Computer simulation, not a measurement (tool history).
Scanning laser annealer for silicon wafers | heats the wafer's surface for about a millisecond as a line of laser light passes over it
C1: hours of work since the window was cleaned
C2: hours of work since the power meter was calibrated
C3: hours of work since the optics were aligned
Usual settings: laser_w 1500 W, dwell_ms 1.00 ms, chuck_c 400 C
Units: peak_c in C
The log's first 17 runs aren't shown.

Run 18, day 11.729: usual settings; C1 138; C2 576; C3 466. Result: peak_c 1099 C.
Run 19, day 12.254: usual settings; C1 144; C2 582; C3 473. Result: peak_c 1097 C.
Run 20, day 13.125: usual settings; C1 155; C2 593; C3 484. Result: peak_c 1097 C.
Run 21, day 14.067: usual settings; C1 167; C2 605; C3 496. Result: peak_c 1096 C.
Run 22, day 15.038: usual settings but laser_w 1572 W, dwell_ms 0.70 ms, chuck_c 414 C; C1 180; C2 618; C3 508. Result: peak_c 1009 C.
Run 23, day 15.846: usual settings but laser_w 1621 W, dwell_ms 1.09 ms; C1 190; C2 628; C3 518. Result: peak_c 1203 C.
Run 24, day 16.362: usual settings but laser_w 1621 W, dwell_ms 1.09 ms; C1 197; C2 635; C3 525. Result: peak_c 1201 C.
Run 25, day 17.325: usual settings but dwell_ms 0.93 ms; C1 209; C2 647; C3 537. Result: peak_c 1068 C.
Run 26, day 17.771: usual settings but dwell_ms 0.93 ms; C1 215; C2 653; C3 543. Result: peak_c 1067 C.
Run 27, day 18.458: usual settings but dwell_ms 0.93 ms; C1 223; C2 661; C3 552. Result: peak_c 1065 C.
Run 28, day 18.967: usual settings but laser_w 1299 W, dwell_ms 0.96 ms, chuck_c 415 C; C1 230; C2 668; C3 558. Result: peak_c 986 C.
Run 29, day 19.617: usual settings but laser_w 1299 W, dwell_ms 0.96 ms, chuck_c 415 C; C1 238; C2 676; C3 566. Result: peak_c 986 C.
Run 30, day 20.054: usual settings but laser_w 1299 W, dwell_ms 0.78 ms, chuck_c 415 C; C1 244; C2 682; C3 572. Result: peak_c 920 C.
Run 31, day 20.767: usual settings but laser_w 1413 W, dwell_ms 0.77 ms, chuck_c 365 C; C1 253; C2 691; C3 581. Result: peak_c 919 C.
Run 32, day 21.283: usual settings but laser_w 1413 W, dwell_ms 0.83 ms, chuck_c 365 C; C1 260; C2 697; C3 588. Result: peak_c 944 C.
Run 33, day 22.012: usual settings but laser_w 1432 W, dwell_ms 1.04 ms, chuck_c 383 C; C1 269; C2 707; C3 597. Result: peak_c 1057 C.
Run 34, day 22.629: usual settings but laser_w 1506 W, chuck_c 404 C; C1 277; C2 715; C3 605. Result: peak_c 1101 C.
Run 35, day 23.296: usual settings but laser_w 1506 W, chuck_c 404 C; C1 285; C2 723; C3 613. Result: peak_c 1100 C.
Run 36, day 24.229: usual settings but laser_w 1371 W, dwell_ms 1.13 ms, chuck_c 365 C; C1 297; C2 735; C3 625. Result: peak_c 1034 C.
Run 37, day 24.971: usual settings but laser_w 1371 W, dwell_ms 1.13 ms, chuck_c 365 C; C1 307; C2 745; C3 635. Result: peak_c 1033 C.
Run 38, day 25.642: usual settings but laser_w 1425 W, dwell_ms 0.97 ms, chuck_c 384 C; C1 315; C2 753; C3 643. Result: peak_c 1025 C.
Run 39, day 26.283: usual settings but laser_w 1425 W, dwell_ms 0.88 ms, chuck_c 418 C; C1 323; C2 761; C3 652. Result: peak_c 1023 C.
Run 40, day 27.188: usual settings but laser_w 1425 W, dwell_ms 1.23 ms, chuck_c 402 C; C1 335; C2 773; C3 663. Result: peak_c 1139 C.

4 ways to go on from here, each from the tool as it stands after run 40. What would each give?
Run A, day 27.700: usual settings but laser_w 1495 W; C1 341; C2 779; C3 670. Result: peak_c ?.
Run B, day 27.700: usual settings but laser_w 1425 W, dwell_ms 0.97 ms, chuck_c 402 C; C1 341; C2 779; C3 670. Result: peak_c ?.
Run C, day 27.700: usual settings but laser_w 1633 W, dwell_ms 1.06 ms, chuck_c 389 C; C1 341; C2 779; C3 670. Result: peak_c ?.
Run D, day 27.700: usual settings but dwell_ms 0.75 ms; C1 341; C2 779; C3 670. Result: peak_c ?.

run  peak_c
  A    1090
  B    1042
  C    1181
  D     987
Without the tool's hidden state the same runs would have given:
run  peak_c
  A    1101
  B    1052
  C    1193
  D     995

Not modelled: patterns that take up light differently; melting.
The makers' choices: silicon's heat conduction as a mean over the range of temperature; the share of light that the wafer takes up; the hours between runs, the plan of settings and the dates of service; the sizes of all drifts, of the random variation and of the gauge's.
